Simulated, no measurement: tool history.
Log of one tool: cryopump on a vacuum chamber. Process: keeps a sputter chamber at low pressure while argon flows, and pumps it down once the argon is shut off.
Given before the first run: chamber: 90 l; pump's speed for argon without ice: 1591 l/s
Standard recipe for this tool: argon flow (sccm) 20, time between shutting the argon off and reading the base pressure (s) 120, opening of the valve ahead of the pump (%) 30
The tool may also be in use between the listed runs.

run   hour  argon flow (sccm)  time between shutting the argon off and reading the base pressure (s)  opening of the valve ahead of the pump (%)  pressure while argon flows (Pa)  pressure after the wait (uPa)
  1      0                 20                                                                    120                                          30                             0.07                           2.25
  2     38                 20                                                                    120                                          30                           0.0708                           2.35
  3   68.3                 20                                                                    120                                          30                           0.0713                           2.46
      90.9  -- leaking fittings of the chamber tightened, without venting
  4  102.9                 22                                                                    120                                          30                           0.0783                           0.45
  5  134.4                 18                                                                    120                                          30                           0.0636                           0.38
  6  178.5                 18                                                                     20                                          30                           0.0645                            1.5
  7  197.6                 22                                                                     20                                          30                           0.0796                           1.51
  8  218.8                 22                                                                     20                                          30                           0.0794                           1.57
  9  245.4                 22                                                                     20                                          30                           0.0802                           1.57
 10  276.6                 22                                                                     20                                          30                           0.0794                           1.58
 11  303.4                 20                                                                    120                                          30                           0.0726                           0.57
 12  336.6                 20                                                                    120                                          30                           0.0722                           0.59
 13  377.4                 20                                                                    120                                          30                           0.0738                           0.68
 14  397.8                 20                                                                    120                                          30                           0.0728                           0.69
 15  431.8                 10                                                                    120                                          30                           0.0373                           0.75
 16  460.1                 10                                                                    120                                          30                           0.0372                           0.77
 17  484.2                 12                                                                     52                                          30                           0.0443                           1.03
 18  517.4                 28                                                                    239                                          45                           0.0701                           0.69
 19  559.5                 26                                                                    140                                          30                            0.097                           0.79
 20  584.6                 10                                                                     23                                          30                           0.0373                           1.77
 21  613.8                 20                                                                    120                                          39                           0.0584                           0.85
 22  657.8                 30                                                                     25                                          39                           0.0871                           1.74
 23  682.9                 30                                                                     25                                          39                           0.0883                           1.74
 24  719.9                 10                                                                     39                                          19                           0.0589                           1.41

Run 25, settings as shown, results not yet in. Your forecast:
 25  758.6                 10                                                                     39                                          19                                ?                              ?

{"run 25": {"pressure while argon flows (Pa)": 0.0582, "pressure after the wait (uPa)": 1.45}}
Without the tool's hidden state the same run would have given pressure while argon flows (Pa) 0.0557, pressure after the wait (uPa) 0.79.
